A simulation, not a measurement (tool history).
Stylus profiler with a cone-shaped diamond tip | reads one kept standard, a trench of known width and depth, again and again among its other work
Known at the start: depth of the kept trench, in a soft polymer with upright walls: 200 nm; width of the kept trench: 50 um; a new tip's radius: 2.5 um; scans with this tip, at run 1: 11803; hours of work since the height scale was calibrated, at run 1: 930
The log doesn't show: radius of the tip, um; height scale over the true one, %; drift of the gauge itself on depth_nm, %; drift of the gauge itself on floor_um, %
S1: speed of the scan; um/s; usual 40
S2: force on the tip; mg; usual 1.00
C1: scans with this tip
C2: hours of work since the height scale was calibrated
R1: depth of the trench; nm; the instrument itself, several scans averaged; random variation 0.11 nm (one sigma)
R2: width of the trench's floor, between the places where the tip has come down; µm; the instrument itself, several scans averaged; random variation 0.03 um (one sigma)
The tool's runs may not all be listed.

run	hour	S1	S2	C1	C2	R1	R2
1	0.0	40	1.00	11803	930	201.14	46.93
2	34.5	40	1.00	12134	956	201.09	46.84
3	57.6	40	1.00	12356	974	201.26	46.84
4	81.7	90	1.00	12587	992	200.98	46.42
5	108.9	90	1.00	12849	1013	201.19	46.42
6	137.8	90	1.00	13126	1035	201.13	46.41
7	174.2	40	1.00	13476	1062	200.97	46.76
8	212.4	40	1.00	13843	1091	200.97	46.79
9	232.1	40	1.00	14031	1106	201.07	46.70
10	260.8	40	1.12	14308	1128	201.06	46.75
11	290.8	40	1.12	14596	1150	201.09	46.74
12	315.6	40	1.06	14834	1169	201.10	46.70
13	349.2	40	1.00	15157	1195	200.88	46.75
# hour 357.6: new tip fitted, height scale calibrated
14	379.3	25	0.53	208	16	201.27	47.76
# hour 383.0: height scale calibrated on a step standard
15	402.6	11	0.53	427	15	201.21	47.87
16	421.9	107	2.03	613	29	202.50	47.38
17	453.8	107	2.03	919	54	202.75	47.38
# hour 460.0: height scale calibrated on a step standard, once more
18	492.7	107	2.03	1288	25	202.34	47.35
19	531.2	17	1.16	1657	54	201.91	47.76
20	552.6	67	0.47	1863	70	200.88	47.09
21	589.6	88	0.49	2218	98	200.88	46.86
22	615.9	88	0.49	2471	118	200.64	46.81
23	649.9	117	2.78	2797	144	203.20	47.25
24	669.2	117	2.78	2983	158	202.97	47.25
25	697.2	56	0.50	3251	180	200.88	47.07

Forecast each of these 4 alternatives for the next run:
A	717.6	16	1.00	3448	195	?	?
B	717.6	56	1.57	3448	195	?	?
C	717.6	58	0.75	3448	195	?	?
D	717.6	16	0.86	3448	195	?	?

run	R1	R2
A	201.59	47.62
B	202.03	47.40
C	201.37	47.21
D	201.22	47.57
Without the tool's hidden state the same runs would have given:
run	R1	R2
A	201.72	47.93
B	202.16	47.71
C	201.50	47.51
D	201.35	47.87

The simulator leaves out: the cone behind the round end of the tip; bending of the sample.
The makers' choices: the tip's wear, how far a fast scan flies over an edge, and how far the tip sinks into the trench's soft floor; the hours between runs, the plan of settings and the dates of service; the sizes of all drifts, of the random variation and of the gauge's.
